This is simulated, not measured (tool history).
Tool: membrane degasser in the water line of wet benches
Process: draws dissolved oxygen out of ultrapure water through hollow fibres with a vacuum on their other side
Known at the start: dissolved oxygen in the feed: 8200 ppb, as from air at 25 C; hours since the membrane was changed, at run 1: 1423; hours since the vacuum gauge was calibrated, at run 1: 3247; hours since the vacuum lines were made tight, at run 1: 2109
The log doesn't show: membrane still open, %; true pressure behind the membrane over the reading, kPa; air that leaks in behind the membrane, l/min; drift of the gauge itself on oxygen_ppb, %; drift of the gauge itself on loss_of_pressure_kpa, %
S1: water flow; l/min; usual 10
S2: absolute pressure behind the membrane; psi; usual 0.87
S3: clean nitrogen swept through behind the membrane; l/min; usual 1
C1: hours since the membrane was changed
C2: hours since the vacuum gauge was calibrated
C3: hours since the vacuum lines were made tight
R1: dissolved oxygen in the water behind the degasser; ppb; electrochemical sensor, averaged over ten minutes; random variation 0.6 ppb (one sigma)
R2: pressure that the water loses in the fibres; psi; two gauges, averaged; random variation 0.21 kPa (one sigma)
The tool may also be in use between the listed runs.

{"run": 1, "hour": 0.0, "S1": 10, "S2": 0.87, "S3": 1, "C1": 1423, "C2": 3247, "C3": 2109, "R1": 74.8, "R2": 9.754}
{"run": 2, "hour": 55.8, "S1": 10, "S2": 0.69, "S3": 1, "C1": 1479, "C2": 3303, "C3": 2165, "R1": 46.5, "R2": 9.787}
{"run": 3, "hour": 146.2, "S1": 10, "S2": 0.87, "S3": 0.46, "C1": 1569, "C2": 3394, "C3": 2255, "R1": 143.2, "R2": 9.739}
{"run": 4, "hour": 224.1, "S1": 10, "S2": 0.87, "S3": 0.46, "C1": 1647, "C2": 3471, "C3": 2333, "R1": 143.1, "R2": 9.732}
{"run": 5, "hour": 282.0, "S1": 10, "S2": 0.87, "S3": 0.46, "C1": 1705, "C2": 3529, "C3": 2391, "R1": 141.6, "R2": 9.76}
{"run": 6, "hour": 383.7, "S1": 10, "S2": 0.87, "S3": 0.46, "C1": 1807, "C2": 3631, "C3": 2493, "R1": 142.6, "R2": 9.729}
{"run": 7, "hour": 453.3, "S1": 10, "S2": 0.87, "S3": 1, "C1": 1877, "C2": 3701, "C3": 2562, "R1": 74.9, "R2": 9.803}
{"run": 8, "hour": 537.3, "S1": 10, "S2": 0.87, "S3": 1, "C1": 1961, "C2": 3785, "C3": 2646, "R1": 75.7, "R2": 9.733}
{"run": 9, "hour": 612.3, "S1": 10, "S2": 1.888, "S3": 1, "C1": 2036, "C2": 3860, "C3": 2721, "R1": 236.8, "R2": 9.726}
{"run": 10, "hour": 684.5, "S1": 10, "S2": 1.888, "S3": 1, "C1": 2108, "C2": 3932, "C3": 2794, "R1": 234, "R2": 9.697}
{"run": 11, "hour": 778.6, "S1": 10, "S2": 1.888, "S3": 1, "C1": 2202, "C2": 4026, "C3": 2888, "R1": 236.1, "R2": 9.702}
{"run": 12, "hour": 872.4, "S1": 10, "S2": 0.87, "S3": 1, "C1": 2296, "C2": 4120, "C3": 2982, "R1": 76, "R2": 9.738}
{"run": 13, "hour": 923.3, "S1": 10, "S2": 0.87, "S3": 1, "C1": 2347, "C2": 4171, "C3": 3032, "R1": 75.6, "R2": 9.789}
{"hour": 944.1, "done": "vacuum gauge calibrated"}
{"run": 14, "hour": 999.2, "S1": 10, "S2": 0.87, "S3": 1, "C1": 2422, "C2": 55, "C3": 3108, "R1": 75.8, "R2": 9.777}
{"run": 15, "hour": 1082.6, "S1": 10, "S2": 0.87, "S3": 1, "C1": 2505, "C2": 138, "C3": 3191, "R1": 75.5, "R2": 9.712}
{"run": 16, "hour": 1169.0, "S1": 10, "S2": 0.87, "S3": 1, "C1": 2592, "C2": 225, "C3": 3278, "R1": 75.2, "R2": 9.741}
{"run": 17, "hour": 1217.3, "S1": 8, "S2": 0.532, "S3": 1, "C1": 2640, "C2": 273, "C3": 3326, "R1": 11.2, "R2": 7.802}
{"run": 18, "hour": 1264.4, "S1": 15, "S2": 0.87, "S3": 1, "C1": 2687, "C2": 320, "C3": 3373, "R1": 152.9, "R2": 14.559}
{"run": 19, "hour": 1370.4, "S1": 9, "S2": 1.256, "S3": 1.27, "C1": 2793, "C2": 426, "C3": 3479, "R1": 98.7, "R2": 8.789}
{"run": 20, "hour": 1457.2, "S1": 9, "S2": 1.256, "S3": 1.27, "C1": 2880, "C2": 513, "C3": 3566, "R1": 97.2, "R2": 8.776}
{"run": 21, "hour": 1551.2, "S1": 9, "S2": 0.915, "S3": 0.8, "C1": 2974, "C2": 607, "C3": 3660, "R1": 88.1, "R2": 8.737}
{"run": 22, "hour": 1630.9, "S1": 9, "S2": 0.915, "S3": 0.8, "C1": 3054, "C2": 687, "C3": 3740, "R1": 85.9, "R2": 8.781}
{"run": 23, "hour": 1678.3, "S1": 9, "S2": 0.915, "S3": 0.8, "C1": 3101, "C2": 734, "C3": 3787, "R1": 86.5, "R2": 8.739}
{"run": 24, "hour": 1731.0, "S1": 7, "S2": 0.87, "S3": 1, "C1": 3154, "C2": 787, "C3": 3840, "R1": 48.1, "R2": 6.823}
{"run": 25, "hour": 1809.8, "S1": 7, "S2": 0.87, "S3": 1, "C1": 3233, "C2": 866, "C3": 3918, "R1": 48.3, "R2": 6.776}
{"run": 26, "hour": 1903.2, "S1": 7, "S2": 0.87, "S3": 1, "C1": 3326, "C2": 959, "C3": 4012, "R1": 48.3, "R2": 6.801}
{"run": 27, "hour": 1972.3, "S1": 12, "S2": 2.042, "S3": 0.71, "C1": 3395, "C2": 1028, "C3": 4081, "R1": 421.5, "R2": 11.713}
{"run": 28, "hour": 2065.0, "S1": 13, "S2": 0.87, "S3": 1.19, "C1": 3488, "C2": 1121, "C3": 4174, "R1": 103.3, "R2": 12.666}
{"run": 29, "hour": 2118.1, "S1": 8, "S2": 0.87, "S3": 0.9, "C1": 3541, "C2": 1174, "C3": 4227, "R1": 61.9, "R2": 7.757}
{"run": 30, "hour": 2187.8, "S1": 8, "S2": 0.87, "S3": 1, "C1": 3611, "C2": 1244, "C3": 4296, "R1": 56, "R2": 7.786}

4 ways to go on from here, each from the tool as it stands after run 30. What would each give?
{"run": "A", "hour": 2233.7, "S1": 10, "S2": 0.602, "S3": 0.91, "C1": 3656, "C2": 1290, "C3": 4342, "R1": "?", "R2": "?"}
{"run": "B", "hour": 2233.7, "S1": 9, "S2": 0.87, "S3": 0.74, "C1": 3656, "C2": 1290, "C3": 4342, "R1": "?", "R2": "?"}
{"run": "C", "hour": 2233.7, "S1": 13, "S2": 1.691, "S3": 0.42, "C1": 3656, "C2": 1290, "C3": 4342, "R1": "?", "R2": "?"}
{"run": "D", "hour": 2233.7, "S1": 11, "S2": 1.845, "S3": 1, "C1": 3656, "C2": 1290, "C3": 4342, "R1": "?", "R2": "?"}

run=A R1=33.8 R2=9.706
run=B R1=84.1 R2=8.754
run=C R1=553.6 R2=12.714
run=D R1=257.8 R2=10.727
Without the tool's hidden state the same runs would have given:
run=A R1=33.7 R2=9.704
run=B R1=84 R2=8.753
run=C R1=553.3 R2=12.711
run=D R1=257.6 R2=10.726
